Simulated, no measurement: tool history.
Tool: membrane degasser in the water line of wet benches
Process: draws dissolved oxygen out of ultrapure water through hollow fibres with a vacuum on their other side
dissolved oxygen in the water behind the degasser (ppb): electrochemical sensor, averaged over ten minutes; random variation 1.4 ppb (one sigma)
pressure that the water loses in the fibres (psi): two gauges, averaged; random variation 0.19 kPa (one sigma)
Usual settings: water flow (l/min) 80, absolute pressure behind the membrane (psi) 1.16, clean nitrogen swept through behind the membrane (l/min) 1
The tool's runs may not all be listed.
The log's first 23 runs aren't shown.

run	hour	water flow (l/min)	absolute pressure behind the membrane (psi)	clean nitrogen swept through behind the membrane (l/min)	hours since the membrane was changed	hours since the vacuum gauge was calibrated	hours since the vacuum lines were made tight	dissolved oxygen in the water behind the degasser (ppb)	pressure that the water loses in the fibres (psi)
24	1873.9	77	0.949	0.59	4676	532	1917	575.8	5.34
25	1966.2	77	0.949	1.54	4769	624	2009	311.7	5.355
26	2078	50	0.949	1.54	4880	736	2121	221.3	3.494
27	2183.9	81	0.949	0.46	4986	842	2227	670.7	5.659
28	2256.6	81	0.949	0.46	5059	915	2299	672.1	5.687
29	2369.7	64	0.949	0.96	5172	1028	2413	381.9	4.461
30	2439.9	80	2.038	1	5242	1098	2483	1288.4	5.559
31	2550.5	62	2.038	1	5353	1209	2593	1090.5	4.338
32	2631.8	55	1.16	2.18	5434	1290	2675	256.2	3.79

Forecast each of these 3 alternatives for the next run:
A	2728.8	55	2.54	0.71	5531	1387	2772	?	?
B	2728.8	94	1.981	0.55	5531	1387	2772	?	?
C	2728.8	123	1.846	2.18	5531	1387	2772	?	?

run	dissolved oxygen in the water behind the degasser (ppb)	pressure that the water loses in the fibres (psi)
A	1605.6	3.843
B	1888.2	6.56
C	917.7	8.602
Without the tool's hidden state the same runs would have given:
run	dissolved oxygen in the water behind the degasser (ppb)	pressure that the water loses in the fibres (psi)
A	1608.7	3.78
B	1894.7	6.453
C	918.1	8.46
